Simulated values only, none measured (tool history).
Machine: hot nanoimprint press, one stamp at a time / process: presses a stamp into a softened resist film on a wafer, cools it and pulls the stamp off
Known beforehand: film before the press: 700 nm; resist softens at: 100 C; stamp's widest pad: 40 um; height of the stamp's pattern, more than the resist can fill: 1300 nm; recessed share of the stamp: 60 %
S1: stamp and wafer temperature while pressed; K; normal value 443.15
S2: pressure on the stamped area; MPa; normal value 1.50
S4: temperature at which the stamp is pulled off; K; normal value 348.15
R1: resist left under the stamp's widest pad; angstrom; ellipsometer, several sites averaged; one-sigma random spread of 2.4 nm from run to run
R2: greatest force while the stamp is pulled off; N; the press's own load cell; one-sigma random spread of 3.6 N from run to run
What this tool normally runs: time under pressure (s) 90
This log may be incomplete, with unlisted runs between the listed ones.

Run 1, hour 0.0: usual settings. Result: R1 4148 angstrom, R2 201 N.
Run 2, hour 46.5: usual settings. Result: R1 4077 angstrom, R2 211 N.
At hour 60.1: stamp cleaned and given a new release coat.
Run 3, hour 123.0: usual settings. Result: R1 4077 angstrom, R2 196 N.
Run 4, hour 176.4: usual settings. Result: R1 4075 angstrom, R2 194 N.
At hour 239.1: stamp cleaned and given a new release coat.
Run 5, hour 252.1: usual settings. Result: R1 4019 angstrom, R2 176 N.
Run 6, hour 346.1: usual settings. Result: R1 3985 angstrom, R2 195 N.
At hour 368.4: plate thermocouple calibrated.
At hour 423.5: stamp cleaned and given a new release coat.
Run 7, hour 440.1: usual settings. Result: R1 4198 angstrom, R2 169 N.
Run 8, hour 497.1: usual settings but time under pressure (s) 155. Result: R1 3444 angstrom, R2 192 N.
Run 9, hour 569.9: usual settings but time under pressure (s) 155. Result: R1 3395 angstrom, R2 209 N.
At hour 599.4: stamp cleaned and given a new release coat.
Run 10, hour 635.0: usual settings but time under pressure (s) 155. Result: R1 3401 angstrom, R2 175 N.
At hour 685.4: press's hydraulic seals changed and the load cell set to zero.
Run 11, hour 736.5: usual settings but time under pressure (s) 155. Result: R1 3336 angstrom, R2 205 N.
At hour 782.0: stamp cleaned and given a new release coat.
Run 12, hour 822.8: usual settings. Result: R1 4014 angstrom, R2 178 N.
Run 13, hour 909.9: usual settings. Result: R1 4027 angstrom, R2 198 N.
At hour 957.5: stamp cleaned and given a new release coat.
Run 14, hour 973.9: usual settings. Result: R1 3961 angstrom, R2 171 N.
At hour 993.4: plate thermocouple calibrated.
Run 15, hour 1040.4: usual settings. Result: R1 4060 angstrom, R2 193 N.
Run 16, hour 1102.1: usual settings but S1 453.15 K, S2 2.04 MPa. Result: R1 2102 angstrom, R2 210 N.
At hour 1141.5: stamp cleaned and given a new release coat.
Run 17, hour 1193.5: usual settings but time under pressure (s) 72. Result: R1 4283 angstrom, R2 184 N.
Run 18, hour 1247.6: usual settings but S2 2.14 MPa. Result: R1 3521 angstrom, R2 195 N.
Run 19, hour 1290.3: usual settings but S2 2.14 MPa. Result: R1 3463 angstrom, R2 203 N.
At hour 1320.2: stamp cleaned and given a new release coat.
Run 20, hour 1369.2: usual settings but S1 433.15 K, S2 2.14 MPa, S4 346.15 K. Result: R1 5371 angstrom, R2 191 N.
Run 21, hour 1419.9: usual settings but S1 433.15 K, S2 2.14 MPa, S4 346.15 K. Result: R1 5300 angstrom, R2 199 N.
At hour 1494.5: stamp cleaned and given a new release coat.
Run 22, hour 1512.1: usual settings but S1 432.15 K, S2 2.33 MPa, time under pressure (s) 104, S4 334.15 K. Result: R1 5214 angstrom, R2 241 N.
At hour 1574.7: press's hydraulic seals changed and the load cell set to zero.
At hour 1611.6: plate thermocouple calibrated.
Run 23, hour 1611.8: usual settings but S1 432.15 K, S2 2.33 MPa, time under pressure (s) 104, S4 334.15 K. Result: R1 5396 angstrom, R2 284 N.
Run 24, hour 1655.1: usual settings but S1 432.15 K, S2 2.33 MPa, time under pressure (s) 104, S4 334.15 K. Result: R1 5400 angstrom, R2 300 N.
At hour 1686.7: stamp cleaned and given a new release coat.
Run 25, hour 1729.1: usual settings but S1 446.15 K. Result: R1 3492 angstrom, R2 181 N.
Run 26, hour 1798.4: usual settings but S2 2.09 MPa. Result: R1 3589 angstrom, R2 200 N.
At hour 1862.4: stamp cleaned and given a new release coat.
Run 27, hour 1864.1: usual settings but S2 2.09 MPa. Result: R1 3553 angstrom, R2 169 N.
Run 28, hour 1933.7: usual settings but S2 2.09 MPa. Result: R1 3519 angstrom, R2 185 N.

Forecast each of these 4 alternatives for the next run:
Run A, hour 1998.3: usual settings but S2 1.80 MPa, time under pressure (s) 141, S4 352.15 K. Result: R1 ?, R2 ?.
Run B, hour 1998.3: usual settings but S1 448.15 K, S2 1.27 MPa, S4 354.15 K. Result: R1 ?, R2 ?.
Run C, hour 1998.3: usual settings but S2 1.92 MPa, S4 355.15 K. Result: R1 ?, R2 ?.
Run D, hour 1998.3: usual settings but S1 451.15 K, S2 0.95 MPa, S4 333.15 K. Result: R1 ?, R2 ?.

run    R1   R2
  A  3149  171
  B  3338  167
  C  3622  154
  D  3255  287
The same runs, with their run-to-run variation unchanged, on a tool lacking any hidden condition would have given:
run    R1   R2
  A  3263  146
  B  3457  143
  C  3741  132
  D  3372  242
